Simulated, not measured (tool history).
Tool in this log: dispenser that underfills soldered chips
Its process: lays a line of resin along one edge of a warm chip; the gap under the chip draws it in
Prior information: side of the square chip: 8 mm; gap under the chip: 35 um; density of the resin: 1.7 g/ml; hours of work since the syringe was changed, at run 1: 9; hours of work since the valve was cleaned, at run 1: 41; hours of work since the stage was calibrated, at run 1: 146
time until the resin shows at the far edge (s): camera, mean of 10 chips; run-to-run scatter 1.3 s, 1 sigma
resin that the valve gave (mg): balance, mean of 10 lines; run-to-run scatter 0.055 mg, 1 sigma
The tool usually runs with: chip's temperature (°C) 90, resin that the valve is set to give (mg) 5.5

run	hour	chip's temperature (°C)	resin that the valve is set to give (mg)	hours of work since the syringe was changed	hours of work since the valve was cleaned	hours of work since the stage was calibrated	time until the resin shows at the far edge (s)	resin that the valve gave (mg)
1	0	90	5.5	9	41	146	292.1	5.37
# hour 1.2: new syringe of resin
2	5.1	90	6.68	3	45	150	166.3	6.35
3	9.5	90	6.68	7	48	154	227.5	6.31
# hour 14.1: new syringe of resin
4	16.7	90	6.68	2	54	159	149.3	6.3
5	21.4	90	5.38	6	57	163	210.4	5.08
# hour 26.6: new syringe of resin
6	29.3	90	5.49	2	63	169	153.4	5.13
7	37.2	90	5.49	8	70	175	269.8	5.02
# hour 39.5: new syringe of resin
8	47.5	90	5.49	6	78	183	225.8	5
# hour 52.5: new syringe of resin
# hour 54.3: dispensing valve cleaned and set on the balance
9	55.6	90	6.28	2	1	189	149.6	6.19
10	60.9	97	5.44	6	5	193	168.7	5.41
# hour 66.3: new syringe of resin
11	66.3	104	6.64	0	9	197	73.8	6.54
12	75.7	104	6.64	7	17	204	139.9	6.59
# hour 79: new syringe of resin
13	84	103	6.81	4	23	211	106.1	6.69
14	88.8	83	5.36	8	27	215	345.1	5.18

Predict the results of run 15:
# hour 91.9: new syringe of resin
15	96.9	97	5.64	4	33	221	?	?

Run 15 produced time until the resin shows at the far edge (s) 143.2, resin that the valve gave (mg) 5.48.
If the tool had no hidden condition, the same run with the same run-to-run variation would have returned time until the resin shows at the far edge (s) 92.7, resin that the valve gave (mg) 5.66.
